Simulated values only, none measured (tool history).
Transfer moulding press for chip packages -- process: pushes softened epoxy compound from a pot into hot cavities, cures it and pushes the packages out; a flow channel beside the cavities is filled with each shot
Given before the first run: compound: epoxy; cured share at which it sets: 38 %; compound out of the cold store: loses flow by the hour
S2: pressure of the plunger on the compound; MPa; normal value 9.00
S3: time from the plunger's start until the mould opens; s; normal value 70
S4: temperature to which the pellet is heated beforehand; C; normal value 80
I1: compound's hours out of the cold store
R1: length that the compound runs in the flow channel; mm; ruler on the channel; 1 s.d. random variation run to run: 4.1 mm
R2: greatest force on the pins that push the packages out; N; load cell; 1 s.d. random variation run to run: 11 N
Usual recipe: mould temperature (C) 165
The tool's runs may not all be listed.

{"run": 1, "hour": 0.0, "mould temperature (C)": 165, "S2": 9.0, "S3": 70, "S4": 80, "I1": 21.1, "R1": 636, "R2": 832}
{"hour": 7.6, "done": "cavities cleaned with cleaning compound and waxed"}
{"run": 2, "hour": 30.7, "mould temperature (C)": 165, "S2": 9.0, "S3": 70, "S4": 80, "I1": 46.5, "R1": 559, "R2": 703}
{"hour": 57.1, "done": "mould's thermocouples calibrated"}
{"hour": 72.9, "done": "cavities cleaned with cleaning compound and waxed"}
{"run": 3, "hour": 92.7, "mould temperature (C)": 165, "S2": 9.0, "S3": 70, "S4": 80, "I1": 31.3, "R1": 585, "R2": 668}
{"hour": 134.8, "done": "cavities cleaned with cleaning compound and waxed"}
{"run": 4, "hour": 134.8, "mould temperature (C)": 165, "S2": 9.0, "S3": 70, "S4": 80, "I1": 15.0, "R1": 627, "R2": 516}
{"run": 5, "hour": 164.0, "mould temperature (C)": 165, "S2": 9.0, "S3": 109, "S4": 80, "I1": 19.7, "R1": 608, "R2": 548}
{"hour": 199.0, "done": "cavities cleaned with cleaning compound and waxed"}
{"hour": 210.4, "done": "plunger's sealing rings changed"}
{"run": 6, "hour": 229.3, "mould temperature (C)": 165, "S2": 9.0, "S3": 70, "S4": 80, "I1": 23.5, "R1": 649, "R2": 710}
{"hour": 260.4, "done": "cavities cleaned with cleaning compound and waxed"}
{"run": 7, "hour": 268.2, "mould temperature (C)": 167, "S2": 9.0, "S3": 70, "S4": 80, "I1": 35.9, "R1": 600, "R2": 562}
{"run": 8, "hour": 296.6, "mould temperature (C)": 167, "S2": 9.0, "S3": 70, "S4": 80, "I1": 8.2, "R1": 675, "R2": 709}
{"hour": 324.4, "done": "cavities cleaned with cleaning compound and waxed"}
{"run": 9, "hour": 360.7, "mould temperature (C)": 167, "S2": 9.0, "S3": 70, "S4": 80, "I1": 39.4, "R1": 568, "R2": 658}
{"hour": 386.9, "done": "cavities cleaned with cleaning compound and waxed"}
{"run": 10, "hour": 424.7, "mould temperature (C)": 167, "S2": 9.0, "S3": 70, "S4": 80, "I1": 36.7, "R1": 565, "R2": 671}
{"hour": 448.1, "done": "cavities cleaned with cleaning compound and waxed"}
{"run": 11, "hour": 491.3, "mould temperature (C)": 165, "S2": 10.76, "S3": 70, "S4": 80, "I1": 18.0, "R1": 674, "R2": 782}
{"hour": 510.2, "done": "cavities cleaned with cleaning compound and waxed"}
{"hour": 545.5, "done": "plunger's sealing rings changed"}
{"run": 12, "hour": 550.7, "mould temperature (C)": 165, "S2": 10.76, "S3": 70, "S4": 80, "I1": 29.4, "R1": 686, "R2": 779}
{"hour": 573.8, "done": "cavities cleaned with cleaning compound and waxed"}
{"run": 13, "hour": 603.7, "mould temperature (C)": 165, "S2": 10.76, "S3": 70, "S4": 80, "I1": 31.4, "R1": 669, "R2": 734}
{"hour": 635.8, "done": "cavities cleaned with cleaning compound and waxed"}
{"run": 14, "hour": 657.5, "mould temperature (C)": 162, "S2": 10.76, "S3": 70, "S4": 80, "I1": 37.2, "R1": 652, "R2": 823}
{"hour": 695.7, "done": "cavities cleaned with cleaning compound and waxed"}
{"run": 15, "hour": 708.1, "mould temperature (C)": 158, "S2": 8.43, "S3": 70, "S4": 80, "I1": 32.8, "R1": 589, "R2": 1042}
{"run": 16, "hour": 740.9, "mould temperature (C)": 158, "S2": 9.98, "S3": 70, "S4": 80, "I1": 45.0, "R1": 597, "R2": 1133}
{"hour": 760.4, "done": "cavities cleaned with cleaning compound and waxed"}
{"run": 17, "hour": 791.1, "mould temperature (C)": 165, "S2": 10.1, "S3": 70, "S4": 72, "I1": 16.2, "R1": 668, "R2": 782}
{"hour": 820.4, "done": "cavities cleaned with cleaning compound and waxed"}
{"run": 18, "hour": 856.7, "mould temperature (C)": 167, "S2": 9.0, "S3": 51, "S4": 80, "I1": 28.2, "R1": 571, "R2": 1554}
{"hour": 863.2, "done": "mould's thermocouples calibrated"}
{"hour": 883.3, "done": "plunger's sealing rings changed"}
{"hour": 884.8, "done": "cavities cleaned with cleaning compound and waxed"}
{"run": 19, "hour": 896.1, "mould temperature (C)": 167, "S2": 9.0, "S3": 51, "S4": 80, "I1": 29.7, "R1": 620, "R2": 1251}
{"run": 20, "hour": 937.8, "mould temperature (C)": 167, "S2": 9.0, "S3": 51, "S4": 80, "I1": 45.4, "R1": 573, "R2": 1501}
{"hour": 945.4, "done": "cavities cleaned with cleaning compound and waxed"}
{"run": 21, "hour": 986.1, "mould temperature (C)": 167, "S2": 9.0, "S3": 51, "S4": 80, "I1": 40.8, "R1": 575, "R2": 1462}
{"hour": 1008.5, "done": "cavities cleaned with cleaning compound and waxed"}
{"run": 22, "hour": 1016.5, "mould temperature (C)": 166, "S2": 7.25, "S3": 70, "S4": 74, "I1": 31.9, "R1": 542, "R2": 549}
{"hour": 1067.8, "done": "cavities cleaned with cleaning compound and waxed"}
{"run": 23, "hour": 1084.6, "mould temperature (C)": 166, "S2": 9.84, "S3": 70, "S4": 74, "I1": 8.1, "R1": 696, "R2": 683}
{"hour": 1127.4, "done": "cavities cleaned with cleaning compound and waxed"}
{"run": 24, "hour": 1132.1, "mould temperature (C)": 166, "S2": 9.84, "S3": 70, "S4": 74, "I1": 47.8, "R1": 564, "R2": 513}
{"hour": 1186.9, "done": "cavities cleaned with cleaning compound and waxed"}
{"run": 25, "hour": 1194.1, "mould temperature (C)": 173, "S2": 6.85, "S3": 75, "S4": 73, "I1": 10.3, "R1": 544, "R2": 435}
{"hour": 1219.9, "done": "plunger's sealing rings changed"}
{"hour": 1250.0, "done": "cavities cleaned with cleaning compound and waxed"}
{"run": 26, "hour": 1252.8, "mould temperature (C)": 173, "S2": 6.85, "S3": 75, "S4": 73, "I1": 36.9, "R1": 510, "R2": 407}

Difference, measured minus no-hidden-state, one row per run. Run-to-run variation is common to both terms; the gauge's own scatter need not be:
The tool's hidden condition here consists of: true mould temperature over the reading, C; pressure that reaches the compound, % of what is set; grip of the stained cavities, % over clean ones'; drift of the gauge itself on flow_mm, %; drift of the gauge itself on push_out_n, %.
run=1 R1=-21 R2=+324
run=2 R1=-24 R2=+218
run=3 R1=-38 R2=+173
run=4 R1=-49 R2=+9
run=5 R1=-53 R2=+174
run=6 R1=-4 R2=+215
run=7 R1=-8 R2=+88
run=8 R1=-16 R2=+234
run=9 R1=-23 R2=+222
run=10 R1=-34 R2=+232
run=11 R1=-55 R2=+274
run=12 R1=+0 R2=+266
run=13 R1=-11 R2=+237
run=14 R1=-19 R2=+231
run=15 R1=-26 R2=+242
run=16 R1=-32 R2=+411
run=17 R1=-46 R2=+258
run=18 R1=-52 R2=+533
run=19 R1=-3 R2=+252
run=20 R1=-8 R2=+538
run=21 R1=-16 R2=+484
run=22 R1=-20 R2=+80
run=23 R1=-39 R2=+158
run=24 R1=-40 R2=+57
run=25 R1=-49 R2=+65
run=26 R1=-5 R2=+30

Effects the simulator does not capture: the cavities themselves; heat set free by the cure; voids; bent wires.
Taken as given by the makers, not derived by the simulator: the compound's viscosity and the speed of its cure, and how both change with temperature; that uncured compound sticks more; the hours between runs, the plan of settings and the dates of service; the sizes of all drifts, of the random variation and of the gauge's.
